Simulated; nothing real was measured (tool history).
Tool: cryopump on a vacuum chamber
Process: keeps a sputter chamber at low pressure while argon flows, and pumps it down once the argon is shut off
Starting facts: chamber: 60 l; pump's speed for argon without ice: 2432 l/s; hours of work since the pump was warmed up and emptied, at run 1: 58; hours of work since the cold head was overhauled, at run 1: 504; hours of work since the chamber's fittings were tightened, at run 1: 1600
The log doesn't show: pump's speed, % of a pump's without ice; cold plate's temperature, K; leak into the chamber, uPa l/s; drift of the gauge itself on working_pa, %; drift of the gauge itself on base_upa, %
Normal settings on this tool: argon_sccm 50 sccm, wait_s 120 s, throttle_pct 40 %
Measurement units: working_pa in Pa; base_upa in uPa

run,hour,argon_sccm,wait_s,throttle_pct,hours of work since the pump was warmed up and emptied,hours of work since the cold head was overhauled,hours of work since the chamber's fittings were tightened,working_pa,base_upa
1,0.0,50,120,40,58,504,1600,0.0883,1.00
2,23.1,50,120,40,75,520,1617,0.0879,1.01
3,36.7,50,97,40,84,530,1627,0.0891,1.19
4,56.7,50,97,40,99,545,1641,0.0884,1.11
5,82.8,50,97,40,118,564,1660,0.0907,1.12
6,114.8,50,97,40,141,587,1684,0.0919,1.21
7,136.4,50,120,40,157,603,1699,0.0906,1.05
8,152.9,50,120,40,169,615,1711,0.0921,1.08
9,170.1,50,226,40,181,627,1724,0.0924,0.85
10,184.9,47,120,40,192,638,1735,0.0881,1.13
11,213.5,47,50,40,213,659,1755,0.0868,1.80
12,230.3,47,50,40,225,671,1768,0.0878,1.80
13,257.7,50,126,40,245,691,1787,0.0935,1.16
14,272.3,50,126,40,256,701,1798,0.0947,1.14
15,300.4,50,126,40,276,722,1818,0.0957,1.12
16,315.8,71,120,40,287,733,1830,0.1372,1.23
17,331.1,49,120,40,299,744,1841,0.0952,1.22
18,360.0,49,120,41,320,765,1862,0.0933,1.19
19,373.7,46,208,28,329,775,1872,0.1243,1.05
20,395.5,46,208,28,345,791,1888,0.1245,1.07
21,421.0,46,208,28,364,810,1906,0.1263,1.07
22,443.2,46,208,28,380,826,1922,0.1265,1.15
23,457.8,46,208,28,391,836,1933,0.1269,1.14
24,473.4,58,223,40,402,848,1944,0.1181,1.10
25,494.1,72,163,37,417,863,1959,0.1559,1.23
26,508.0,64,61,37,427,873,1969,0.1401,1.86
# hour 526.5: pump warmed up, emptied and cooled again
27,533.5,40,78,37,5,888,1984,0.0759,1.37
28,555.5,45,175,42,21,904,2000,0.0763,0.98
29,583.3,27,186,32,41,924,2020,0.0597,0.95
30,605.9,28,120,40,58,940,2037,0.0505,1.13
31,633.2,28,120,40,78,960,2057,0.0497,1.15
32,659.2,28,120,40,97,979,2076,0.0509,1.18
33,691.8,28,78,22,120,1003,2099,0.0907,1.47
34,723.5,50,54,40,143,1026,2122,0.0924,1.83

A few steps of working_pa between consecutive runs. Split each: what settings, incoming material and random variation would produce without the hidden state, and what is left over for the hidden state, along with gauge scatter present in only one of the two compared results (measured, and without hidden state):
Run 15 -> 16: argon_sccm 50 -> 71, wait_s 126 -> 120. working_pa +0.0415 Pa: hidden state +0.0043, all else +0.0372.
Run 16 -> 17: argon_sccm 71 -> 49. working_pa -0.0420 Pa: hidden state -0.0036, all else -0.0384.
Run 24 -> 25: argon_sccm 58 -> 72, wait_s 223 -> 163, throttle_pct 40 -> 37. working_pa +0.0378 Pa: hidden state +0.0047, all else +0.0331.
Run 26 -> 27: argon_sccm 64 -> 40, wait_s 61 -> 78, pump warmed up, emptied and cooled again. working_pa -0.0642 Pa: hidden state -0.0193, all else -0.0449.
